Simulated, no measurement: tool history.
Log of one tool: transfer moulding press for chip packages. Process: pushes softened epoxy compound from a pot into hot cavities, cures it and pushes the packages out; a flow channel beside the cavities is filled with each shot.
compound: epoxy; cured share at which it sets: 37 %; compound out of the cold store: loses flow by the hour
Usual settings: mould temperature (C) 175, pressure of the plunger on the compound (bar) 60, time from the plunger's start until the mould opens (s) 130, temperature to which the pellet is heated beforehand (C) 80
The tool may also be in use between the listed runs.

run,hour,mould temperature (C),pressure of the plunger on the compound (bar),time from the plunger's start until the mould opens (s),temperature to which the pellet is heated beforehand (C),incoming compound's hours out of the cold store,length that the compound runs in the flow channel (mm),greatest force on the pins that push the packages out (N)
1,0,175,60,130,80,38,639,437
# hour 42.8: cavities cleaned with cleaning compound and waxed
2,51.7,175,70,130,80,45.1,676,360
3,113.3,175,70,130,80,20.2,730,445
4,179.7,175,60,130,80,18.1,680,499
# hour 185.8: cavities cleaned with cleaning compound and waxed
5,232.8,175,60,130,80,26.6,644,410
6,289,175,60,130,80,8.3,700,492
# hour 326.5: cavities cleaned with cleaning compound and waxed
# hour 335.4: plunger's sealing rings changed
7,362.1,175,60,130,80,10.8,712,426
# hour 374.6: mould's thermocouples calibrated
8,417.8,175,60,130,81,41.1,628,438
9,467.1,175,60,130,81,43.6,626,466
# hour 473.3: cavities cleaned with cleaning compound and waxed
10,520.9,175,60,130,80,34.9,640,397
11,587.7,175,60,130,88,37,631,464
# hour 615.4: cavities cleaned with cleaning compound and waxed
12,659,175,60,130,88,25.1,656,420
13,728.4,175,60,130,88,9.1,694,473
# hour 756.3: cavities cleaned with cleaning compound and waxed
14,778.4,175,60,130,88,12.2,681,410
# hour 808.8: plunger's sealing rings changed
15,809.3,175,69.8,125,88,15.2,758,446
16,872.4,176,55.4,135,73,46.6,591,420
# hour 899.7: cavities cleaned with cleaning compound and waxed
17,915.6,176,55.4,135,73,39.2,608,350
18,982.5,176,57,135,71,12.6,680,435
19,1020.7,167,45.8,167,80,30.7,597,517
# hour 1041.7: cavities cleaned with cleaning compound and waxed
20,1060.1,170,45.8,167,80,45.5,550,353
21,1097.2,174,53.3,127,75,14.3,650,505
22,1160.6,175,60,130,80,32.2,637,477
# hour 1186: cavities cleaned with cleaning compound and waxed
23,1231.6,175,60,130,80,19.1,668,429
# hour 1282: plunger's sealing rings changed
24,1304,170,60,139,80,47.3,638,564
# hour 1329.2: cavities cleaned with cleaning compound and waxed
# hour 1347.2: mould's thermocouples calibrated
25,1370.2,170,60,121,80,35.8,657,626
26,1424.6,180,60,163,80,15.3,671,336
# hour 1475.2: cavities cleaned with cleaning compound and waxed
27,1493.1,180,47.5,129,83,11.1,608,312
28,1526.8,180,47.5,129,83,11,603,347

Forecast each of these 3 alternatives for the next run:
A,1580.6,181,47.5,160,86,35.8,?,?
B,1580.6,180,53.5,129,83,9.4,?,?
C,1580.6,182,60,128,75,14.9,?,?

run,length that the compound runs in the flow channel (mm),greatest force on the pins that push the packages out (N)
A,550,342
B,642,378
C,656,379
Without the tool's hidden state the same runs would have given:
run,length that the compound runs in the flow channel (mm),greatest force on the pins that push the packages out (N)
A,564,252
B,659,280
C,674,282
